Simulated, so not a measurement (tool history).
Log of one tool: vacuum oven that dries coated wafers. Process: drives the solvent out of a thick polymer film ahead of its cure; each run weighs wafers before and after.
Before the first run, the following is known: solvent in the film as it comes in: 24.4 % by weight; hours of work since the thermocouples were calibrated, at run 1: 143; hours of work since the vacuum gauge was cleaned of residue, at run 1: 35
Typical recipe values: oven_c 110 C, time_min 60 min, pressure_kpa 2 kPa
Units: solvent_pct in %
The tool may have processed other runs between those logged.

run	day	oven_c	time_min	pressure_kpa	hours of work since the thermocouples were calibrated	hours of work since the vacuum gauge was cleaned of residue	solvent_pct
1	0	110	60	2	143	35	2.56
2	0.233	119	60	2	147	39	1.44
3	0.575	119	60	2	152	44	1.59
4	0.971	119	60	2	158	50	1.57
5	1.2	119	60	2	161	53	1.54
6	1.458	110	60	3.05	165	57	3.7
7	1.762	105	60	1.68	169	62	3.29
8	2.196	105	60	1.68	176	68	3.15
9	2.704	110	60	1.72	183	76	2.46
10	3.125	110	60	1.72	190	82	2.37
11	3.621	110	32	1.3	197	89	4.4
12	3.867	125	60	1.75	201	93	1.16

Measured less the same run without the tool's hidden state. The same run-to-run variation is in both; the gauge's scatter may not be:
Hidden state present: true wafer temperature over the reading, C; true pressure over the reading, kPa; drift of the gauge itself on solvent_pct, %.
run	solvent_pct
1	+0.09
2	+0.06
3	+0.06
4	+0.06
5	+0.06
6	+0.13
7	+0.16
8	+0.16
9	+0.13
10	+0.12
11	+0.2
12	+0.05
